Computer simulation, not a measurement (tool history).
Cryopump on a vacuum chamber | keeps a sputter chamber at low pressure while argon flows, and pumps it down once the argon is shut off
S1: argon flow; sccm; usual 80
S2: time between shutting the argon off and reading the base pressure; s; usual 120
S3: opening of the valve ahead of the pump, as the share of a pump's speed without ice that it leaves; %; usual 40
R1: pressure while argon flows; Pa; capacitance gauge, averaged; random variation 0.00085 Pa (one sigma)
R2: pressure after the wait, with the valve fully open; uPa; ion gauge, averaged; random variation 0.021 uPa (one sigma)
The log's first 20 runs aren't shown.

run 21 hour=307 | S1=80 S2=106 S3=18 | R1=0.3843 R2=1.47
run 22 hour=326.8 | S1=80 S2=48 S3=22 | R1=0.3161 R2=1.98
run 23 hour=339 | S1=80 S2=48 S3=22 | R1=0.313 R2=1.92
run 24 hour=350.5 | S1=37 S2=48 S3=22 | R1=0.1457 R2=1.91
run 25 hour=364.6 | S1=37 S2=48 S3=22 | R1=0.1458 R2=1.92
run 26 hour=388.4 | S1=37 S2=48 S3=22 | R1=0.1471 R2=1.92
run 27 hour=412.9 | S1=42 S2=113 S3=45 | R1=0.0829 R2=1.56
run 28 hour=435.2 | S1=42 S2=113 S3=45 | R1=0.084 R2=1.57
run 29 hour=450.1 | S1=72 S2=26 S3=40 | R1=0.1601 R2=2.63
run 30 hour=472.9 | S1=80 S2=107 S3=32 | R1=0.2222 R2=1.63
run 31 hour=495.1 | S1=69 S2=175 S3=58 | R1=0.1104 R2=1.58
run 32 hour=507.2 | S1=69 S2=175 S3=58 | R1=0.1093 R2=1.52
run 33 hour=524.1 | S1=121 S2=40 S3=16 | R1=0.6679 R2=2.25

Forecast each of these 4 alternatives for the next run:
run A hour=548.1 | S1=80 S2=120 S3=45 | R1=? R2=?
run B hour=548.1 | S1=35 S2=120 S3=16 | R1=? R2=?
run C hour=548.1 | S1=112 S2=40 S3=16 | R1=? R2=?
run D hour=548.1 | S1=99 S2=60 S3=16 | R1=? R2=?

run=A R1=0.1654 R2=1.71
run=B R1=0.1918 R2=1.74
run=C R1=0.6191 R2=2.26
run=D R1=0.5466 R2=2.02
Without the tool's hidden state the same runs would have given:
run=A R1=0.1545 R2=0.42
run=B R1=0.1871 R2=0.43
run=C R1=0.6038 R2=0.99
run=D R1=0.5331 R2=0.73
